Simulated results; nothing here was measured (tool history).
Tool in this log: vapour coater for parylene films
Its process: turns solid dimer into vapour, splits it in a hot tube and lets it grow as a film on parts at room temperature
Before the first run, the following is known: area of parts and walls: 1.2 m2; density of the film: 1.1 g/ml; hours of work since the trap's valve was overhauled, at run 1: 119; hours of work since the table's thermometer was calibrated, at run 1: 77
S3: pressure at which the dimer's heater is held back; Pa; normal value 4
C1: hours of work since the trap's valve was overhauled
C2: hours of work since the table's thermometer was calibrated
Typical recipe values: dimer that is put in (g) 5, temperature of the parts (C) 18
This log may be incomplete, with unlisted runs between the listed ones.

{"run": 1, "hour": 0.0, "dimer that is put in (g)": 5, "temperature of the parts (C)": 18, "S3": 4, "C1": 119, "C2": 77, "thickness of the film (nm)": 2390}
{"run": 2, "hour": 27.7, "dimer that is put in (g)": 5, "temperature of the parts (C)": 18, "S3": 4, "C1": 136, "C2": 95, "thickness of the film (nm)": 2410}
{"run": 3, "hour": 53.5, "dimer that is put in (g)": 5, "temperature of the parts (C)": 18, "S3": 4, "C1": 153, "C2": 111, "thickness of the film (nm)": 2430}
{"run": 4, "hour": 78.2, "dimer that is put in (g)": 5, "temperature of the parts (C)": 18, "S3": 4, "C1": 169, "C2": 127, "thickness of the film (nm)": 2410}
{"run": 5, "hour": 90.9, "dimer that is put in (g)": 5, "temperature of the parts (C)": 18, "S3": 4, "C1": 177, "C2": 135, "thickness of the film (nm)": 2400}
{"run": 6, "hour": 103.0, "dimer that is put in (g)": 5, "temperature of the parts (C)": 26, "S3": 4, "C1": 184, "C2": 143, "thickness of the film (nm)": 1690}
{"run": 7, "hour": 122.9, "dimer that is put in (g)": 5, "temperature of the parts (C)": 26, "S3": 4, "C1": 197, "C2": 155, "thickness of the film (nm)": 1730}
{"run": 8, "hour": 145.7, "dimer that is put in (g)": 5, "temperature of the parts (C)": 26, "S3": 4, "C1": 211, "C2": 170, "thickness of the film (nm)": 1720}
{"run": 9, "hour": 170.9, "dimer that is put in (g)": 5, "temperature of the parts (C)": 26, "S3": 4, "C1": 227, "C2": 186, "thickness of the film (nm)": 1690}
{"run": 10, "hour": 196.3, "dimer that is put in (g)": 5, "temperature of the parts (C)": 18, "S3": 6.95, "C1": 244, "C2": 202, "thickness of the film (nm)": 2110}
{"run": 11, "hour": 220.9, "dimer that is put in (g)": 5, "temperature of the parts (C)": 18, "S3": 6.95, "C1": 259, "C2": 218, "thickness of the film (nm)": 2080}
{"run": 12, "hour": 232.9, "dimer that is put in (g)": 5, "temperature of the parts (C)": 18, "S3": 6.95, "C1": 267, "C2": 225, "thickness of the film (nm)": 2070}
{"run": 13, "hour": 251.4, "dimer that is put in (g)": 5, "temperature of the parts (C)": 18, "S3": 3.04, "C1": 279, "C2": 237, "thickness of the film (nm)": 2550}
{"run": 14, "hour": 265.5, "dimer that is put in (g)": 5, "temperature of the parts (C)": 18, "S3": 3.04, "C1": 288, "C2": 246, "thickness of the film (nm)": 2570}
{"run": 15, "hour": 293.6, "dimer that is put in (g)": 5, "temperature of the parts (C)": 18, "S3": 3.04, "C1": 305, "C2": 264, "thickness of the film (nm)": 2460}
{"run": 16, "hour": 316.5, "dimer that is put in (g)": 5, "temperature of the parts (C)": 18, "S3": 3.04, "C1": 320, "C2": 278, "thickness of the film (nm)": 2490}
{"run": 17, "hour": 342.2, "dimer that is put in (g)": 5, "temperature of the parts (C)": 18, "S3": 3.04, "C1": 336, "C2": 295, "thickness of the film (nm)": 2460}
{"run": 18, "hour": 359.8, "dimer that is put in (g)": 5, "temperature of the parts (C)": 18, "S3": 3.04, "C1": 347, "C2": 306, "thickness of the film (nm)": 2510}
{"run": 19, "hour": 374.9, "dimer that is put in (g)": 5, "temperature of the parts (C)": 18, "S3": 4, "C1": 357, "C2": 316, "thickness of the film (nm)": 2320}
{"run": 20, "hour": 391.7, "dimer that is put in (g)": 5, "temperature of the parts (C)": 18, "S3": 4, "C1": 368, "C2": 326, "thickness of the film (nm)": 2360}
{"run": 21, "hour": 417.5, "dimer that is put in (g)": 5, "temperature of the parts (C)": 18, "S3": 4, "C1": 384, "C2": 343, "thickness of the film (nm)": 2320}
{"run": 22, "hour": 432.2, "dimer that is put in (g)": 5, "temperature of the parts (C)": 18, "S3": 4, "C1": 393, "C2": 352, "thickness of the film (nm)": 2320}
{"run": 23, "hour": 452.5, "dimer that is put in (g)": 5, "temperature of the parts (C)": 18, "S3": 4, "C1": 406, "C2": 365, "thickness of the film (nm)": 2350}
{"run": 24, "hour": 472.1, "dimer that is put in (g)": 5, "temperature of the parts (C)": 22, "S3": 4, "C1": 419, "C2": 377, "thickness of the film (nm)": 1950}
{"run": 25, "hour": 497.1, "dimer that is put in (g)": 5, "temperature of the parts (C)": 22, "S3": 4, "C1": 435, "C2": 393, "thickness of the film (nm)": 1930}
{"run": 26, "hour": 523.3, "dimer that is put in (g)": 5, "temperature of the parts (C)": 13, "S3": 2.71, "C1": 451, "C2": 410, "thickness of the film (nm)": 3110}
{"run": 27, "hour": 538.2, "dimer that is put in (g)": 5, "temperature of the parts (C)": 17, "S3": 3.04, "C1": 461, "C2": 419, "thickness of the film (nm)": 2510}
{"run": 28, "hour": 566.0, "dimer that is put in (g)": 5, "temperature of the parts (C)": 17, "S3": 2.52, "C1": 479, "C2": 437, "thickness of the film (nm)": 2640}
{"run": 29, "hour": 590.8, "dimer that is put in (g)": 5, "temperature of the parts (C)": 17, "S3": 2.52, "C1": 494, "C2": 453, "thickness of the film (nm)": 2640}
{"run": 30, "hour": 609.1, "dimer that is put in (g)": 5, "temperature of the parts (C)": 17, "S3": 2.52, "C1": 506, "C2": 464, "thickness of the film (nm)": 2640}
{"run": 31, "hour": 622.5, "dimer that is put in (g)": 6, "temperature of the parts (C)": 18, "S3": 4, "C1": 514, "C2": 473, "thickness of the film (nm)": 2710}
{"run": 32, "hour": 641.6, "dimer that is put in (g)": 5, "temperature of the parts (C)": 18, "S3": 3.16, "C1": 527, "C2": 485, "thickness of the film (nm)": 2380}
{"run": 33, "hour": 670.9, "dimer that is put in (g)": 5, "temperature of the parts (C)": 18, "S3": 2.52, "C1": 545, "C2": 504, "thickness of the film (nm)": 2500}
{"run": 34, "hour": 683.8, "dimer that is put in (g)": 5, "temperature of the parts (C)": 24, "S3": 7.11, "C1": 553, "C2": 512, "thickness of the film (nm)": 1540}
{"run": 35, "hour": 704.6, "dimer that is put in (g)": 3, "temperature of the parts (C)": 15, "S3": 3.86, "C1": 567, "C2": 525, "thickness of the film (nm)": 1580}
{"run": 36, "hour": 723.4, "dimer that is put in (g)": 7, "temperature of the parts (C)": 15, "S3": 10.72, "C1": 579, "C2": 537, "thickness of the film (nm)": 2820}
{"run": 37, "hour": 750.4, "dimer that is put in (g)": 3, "temperature of the parts (C)": 17, "S3": 2.18, "C1": 596, "C2": 554, "thickness of the film (nm)": 1620}
{"run": 38, "hour": 768.4, "dimer that is put in (g)": 3, "temperature of the parts (C)": 17, "S3": 2.18, "C1": 607, "C2": 566, "thickness of the film (nm)": 1610}
{"hour": 800.3, "done": "trap's valve overhauled"}
{"run": 39, "hour": 800.3, "dimer that is put in (g)": 8, "temperature of the parts (C)": 25, "S3": 3.65, "C1": 0, "C2": 583, "thickness of the film (nm)": 3070}
{"run": 40, "hour": 819.3, "dimer that is put in (g)": 8, "temperature of the parts (C)": 25, "S3": 3.65, "C1": 12, "C2": 595, "thickness of the film (nm)": 3020}
{"run": 41, "hour": 846.4, "dimer that is put in (g)": 8, "temperature of the parts (C)": 25, "S3": 3.65, "C1": 29, "C2": 613, "thickness of the film (nm)": 3010}
{"run": 42, "hour": 866.5, "dimer that is put in (g)": 5, "temperature of the parts (C)": 13, "S3": 9.39, "C1": 42, "C2": 625, "thickness of the film (nm)": 2590}
{"run": 43, "hour": 885.2, "dimer that is put in (g)": 5, "temperature of the parts (C)": 22, "S3": 4.09, "C1": 54, "C2": 637, "thickness of the film (nm)": 2090}
{"run": 44, "hour": 909.6, "dimer that is put in (g)": 5, "temperature of the parts (C)": 13, "S3": 4, "C1": 69, "C2": 653, "thickness of the film (nm)": 3130}
{"run": 45, "hour": 929.5, "dimer that is put in (g)": 5, "temperature of the parts (C)": 13, "S3": 6.22, "C1": 82, "C2": 665, "thickness of the film (nm)": 2780}
{"run": 46, "hour": 953.0, "dimer that is put in (g)": 5, "temperature of the parts (C)": 13, "S3": 6.22, "C1": 97, "C2": 680, "thickness of the film (nm)": 2760}
{"run": 47, "hour": 974.0, "dimer that is put in (g)": 5, "temperature of the parts (C)": 14, "S3": 5.76, "C1": 110, "C2": 694, "thickness of the film (nm)": 2700}

Take each entry between the runs: how does the hidden state at the last listed run before it differ from the hidden state at the first listed run after it?
In the gap between runs 38 and 39: trap's valve overhauled (hour 800.3)
  vapour lost through the trap's worn valve, %: 11.9 -> 0.4; true temperature of the parts over the reading, C: -0.55 -> -0.57
  the result without the hidden state subtracted from the measured one, thickness of the film (nm): -170 -> +60
